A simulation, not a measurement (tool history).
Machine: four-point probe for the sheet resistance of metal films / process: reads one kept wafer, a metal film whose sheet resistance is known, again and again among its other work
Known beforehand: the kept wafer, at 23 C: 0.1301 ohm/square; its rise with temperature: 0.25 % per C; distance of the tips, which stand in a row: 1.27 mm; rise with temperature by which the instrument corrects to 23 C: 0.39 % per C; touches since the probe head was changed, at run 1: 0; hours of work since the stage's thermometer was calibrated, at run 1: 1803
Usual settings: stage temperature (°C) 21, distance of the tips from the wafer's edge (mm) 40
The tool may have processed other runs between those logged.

| run | day | stage temperature (°C) | distance of the tips from the wafer's edge (mm) | touches since the probe head was changed | hours of work since the stage's thermometer was calibrated | sheet resistance as the instrument gives it (ohm/square) |
|---|---|---|---|---|---|---|
| 1 | 0 | 21 | 40 | 0 | 1803 | 0.130402 |
|  | 0.517 | stage's thermometer calibrated |
| 2 | 4.254 | 21 | 64 | 2049 | 43 | 0.130419 |
| 3 | 9.371 | 21 | 64 | 4524 | 101 | 0.130492 |
|  | 11.388 | stage's thermometer calibrated, once more |
| 4 | 14.842 | 21 | 64 | 7161 | 40 | 0.130425 |
| 5 | 19.692 | 21 | 64 | 9509 | 95 | 0.13052 |
| 6 | 23.433 | 21 | 64 | 11319 | 138 | 0.130533 |
| 7 | 25.95 | 21 | 64 | 12536 | 167 | 0.130563 |
| 8 | 31.138 | 21 | 64 | 15046 | 226 | 0.130633 |
| 9 | 35.104 | 21 | 64 | 16965 | 271 | 0.130707 |
| 10 | 38.683 | 21 | 64 | 18698 | 312 | 0.130774 |
| 11 | 42.792 | 21 | 64 | 20685 | 359 | 0.13082 |
| 12 | 47.962 | 21 | 64 | 23189 | 419 | 0.130847 |
| 13 | 51.692 | 21 | 53 | 24993 | 461 | 0.130958 |
| 14 | 54.671 | 21 | 53 | 26433 | 495 | 0.13102 |
| 15 | 59.162 | 21 | 53 | 28608 | 547 | 0.13109 |
| 16 | 62.904 | 21 | 40 | 30417 | 590 | 0.131135 |
| 17 | 67.192 | 21 | 32 | 32493 | 639 | 0.131249 |
| 18 | 71.517 | 21 | 32 | 34585 | 688 | 0.131328 |
| 19 | 73.967 | 21 | 32 | 35771 | 716 | 0.1313 |
| 20 | 76.867 | 30 | 13 | 37173 | 749 | 0.130308 |
| 21 | 79.175 | 25 | 11 | 38291 | 776 | 0.131482 |
| 22 | 81.729 | 25 | 11 | 39528 | 805 | 0.131503 |
| 23 | 85.017 | 18 | 4 | 41118 | 843 | 0.1387 |
| 24 | 89.312 | 25 | 24 | 43196 | 892 | 0.130905 |
| 25 | 94.058 | 26 | 40 | 45493 | 946 | 0.130638 |
| 26 | 97.183 | 26 | 40 | 47005 | 982 | 0.130697 |
| 27 | 101.525 | 26 | 40 | 49105 | 1032 | 0.130736 |
| 28 | 103.971 | 19 | 9 | 50288 | 1060 | 0.133416 |
| 29 | 109.158 | 21 | 9 | 52800 | 1119 | 0.133121 |
| 30 | 113.567 | 27 | 33 | 54932 | 1170 | 0.130796 |
| 31 | 117.108 | 27 | 33 | 56646 | 1210 | 0.130808 |
| 32 | 120.704 | 27 | 59 | 58386 | 1251 | 0.130806 |
| 33 | 123.829 | 27 | 59 | 59899 | 1287 | 0.130895 |
| 34 | 128.65 | 25 | 4 | 62231 | 1342 | 0.137989 |
| 35 | 132.875 | 20 | 40 | 64276 | 1391 | 0.132289 |
| 36 | 136.138 | 33 | 58 | 65855 | 1428 | 0.13 |

Here are 3 independent what-if runs from the current tool condition. What would each one return?
| A | 140.154 | 33 | 27 | 67797 | 1474 | ? |
| B | 140.154 | 19 | 58 | 67797 | 1474 | ? |
| C | 140.154 | 24 | 4 | 67797 | 1474 | ? |

| run | sheet resistance as the instrument gives it (ohm/square) |
|---|---|
| A | 0.13016 |
| B | 0.132532 |
| C | 0.138351 |
Without the tool's hidden state the same runs would have given:
| run | sheet resistance as the instrument gives it (ohm/square) |
|---|---|
| A | 0.128505 |
| B | 0.130844 |
| C | 0.136597 |
